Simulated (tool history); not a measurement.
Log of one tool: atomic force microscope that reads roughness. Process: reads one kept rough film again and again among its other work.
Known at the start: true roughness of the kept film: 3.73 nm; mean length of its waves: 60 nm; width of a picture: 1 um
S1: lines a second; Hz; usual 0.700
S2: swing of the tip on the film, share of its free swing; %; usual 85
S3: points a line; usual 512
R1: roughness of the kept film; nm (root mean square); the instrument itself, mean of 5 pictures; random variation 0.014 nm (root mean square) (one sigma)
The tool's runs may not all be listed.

run,hour,S1,S2,S3,R1
1,0.0,0.700,85,512,3.431
2,75.0,0.700,85,512,3.434
3,117.8,1.345,85,512,3.265
4,154.5,1.345,85,512,3.228
5,210.6,1.345,85,512,3.242
6,277.2,0.700,85,512,3.427
7,323.9,0.700,85,512,3.387
8,369.3,0.700,85,331,3.435
9,440.3,0.700,85,937,3.422
10,508.7,0.700,85,937,3.426
11,568.0,0.700,85,937,3.444
12,607.5,0.700,85,937,3.426
13,680.5,0.700,85,937,3.429
14,741.8,0.700,85,937,3.383
15,796.8,0.700,85,512,3.451
16,849.5,0.700,90,512,3.363
17,912.1,0.700,85,512,3.399
18,987.6,0.700,75,512,3.497
19,1023.8,0.700,75,512,3.506
20,1103.3,0.700,65,512,3.564
21,1139.7,1.912,71,512,3.360
22,1191.9,1.302,89,773,3.180
23,1236.0,1.302,89,773,3.175
24,1313.1,0.751,81,711,3.455
25,1357.7,0.751,81,711,3.457
26,1398.5,0.700,85,387,3.391
27,1459.3,3.104,89,593,2.713
28,1499.4,3.115,85,517,2.835
29,1541.1,3.115,85,517,2.835
30,1578.4,1.009,69,339,3.510
31,1622.5,1.009,69,339,3.519
32,1700.0,0.914,68,339,3.490
33,1750.6,0.914,68,339,3.477
34,1782.8,3.660,85,782,2.735
35,1842.5,0.634,57,782,3.606
36,1921.2,2.137,83,512,3.084
37,1970.1,1.961,85,716,3.087
38,2038.5,2.740,78,512,3.091
39,2084.8,1.327,68,512,3.499
40,2120.5,0.700,81,512,3.464

Taken out of this log: 10 entries between the listed runs. Where each belongs, and how the hidden state differs across it:
Between runs 1 and 2: new tip fitted (hour 66.6)
  radius of the tip, nm: 5.5 -> 5
Between runs 6 and 7: new tip fitted (hour 311.1)
  radius of the tip, nm: 5.6 -> 5.1; height scale over the true one, %: 0.1 -> 0.11
Between runs 10 and 11: new tip fitted (hour 553.7)
  radius of the tip, nm: 5.6 -> 5.1
Between runs 13 and 14: height scale calibrated on a step standard (hour 688.5)
  radius of the tip, nm: 5.4 -> 5.6; height scale over the true one, %: 0.13 -> 0.01
Between runs 14 and 15: new tip fitted (hour 796.8)
  radius of the tip, nm: 5.6 -> 5
Between runs 19 and 20: new tip fitted (hour 1040.0)
  radius of the tip, nm: 5.6 -> 5.2
Between runs 23 and 24: new tip fitted (hour 1282.7)
  radius of the tip, nm: 5.5 -> 5.1; height scale over the true one, %: 0.04 -> 0.05
Between runs 28 and 29: new tip fitted (hour 1525.3)
  radius of the tip, nm: 5.6 -> 5
Between runs 33 and 34: new tip fitted (hour 1765.5)
  radius of the tip, nm: 5.6 -> 5.1
Between runs 37 and 38: new tip fitted (hour 2008.3)
  radius of the tip, nm: 5.6 -> 5.1
